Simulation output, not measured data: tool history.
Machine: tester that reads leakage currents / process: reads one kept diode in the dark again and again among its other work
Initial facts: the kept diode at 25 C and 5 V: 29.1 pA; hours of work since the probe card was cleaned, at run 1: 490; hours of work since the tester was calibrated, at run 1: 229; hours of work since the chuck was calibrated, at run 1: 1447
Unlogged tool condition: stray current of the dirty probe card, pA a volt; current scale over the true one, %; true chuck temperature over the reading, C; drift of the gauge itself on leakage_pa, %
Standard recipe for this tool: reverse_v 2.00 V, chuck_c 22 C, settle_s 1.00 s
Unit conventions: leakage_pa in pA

run,hour,reverse_v,chuck_c,settle_s,hours of work since the probe card was cleaned,hours of work since the tester was calibrated,hours of work since the chuck was calibrated,leakage_pa
1,0.0,2.00,22,1.00,490,229,1447,21.51
2,36.9,2.00,22,1.00,519,258,1476,21.81
# hour 61.9: chuck's temperature calibrated
3,75.8,1.22,22,1.00,548,287,11,20.25
4,119.7,2.00,22,1.00,583,321,46,24.21
5,158.2,2.00,54,1.00,613,352,76,253.40
# hour 175.2: chuck's temperature calibrated, once more
6,197.4,1.65,45,2.91,642,381,18,98.54
7,221.7,1.65,45,2.91,661,400,37,98.98
8,265.0,8.91,41,1.85,696,434,71,129.79
9,302.2,8.91,41,1.85,725,464,100,130.63
10,324.5,2.55,47,1.00,743,481,118,134.20

Describe how what the log doesn't record of the tool's condition differs between the last listed run preceding each entry between runs and the first listed run following it.
From run 2 to run 3: chuck's temperature calibrated (hour 61.9)
  stray current of the dirty probe card, pA a volt: 0.371 -> 0.391; current scale over the true one, %: -0.15 -> -0.17; true chuck temperature over the reading, C: 2.16 -> 3.42
  difference, measured minus the result without the unlogged condition, leakage_pa: +4.06 -> +5.25 pA
From run 5 to run 6: chuck's temperature calibrated, once more (hour 175.2)
  stray current of the dirty probe card, pA a volt: 0.434 -> 0.453; current scale over the true one, %: -0.21 -> -0.23; true chuck temperature over the reading, C: 3.51 -> -0.01
  difference, measured minus the result without the unlogged condition, leakage_pa: +54.30 -> +0.40 pA
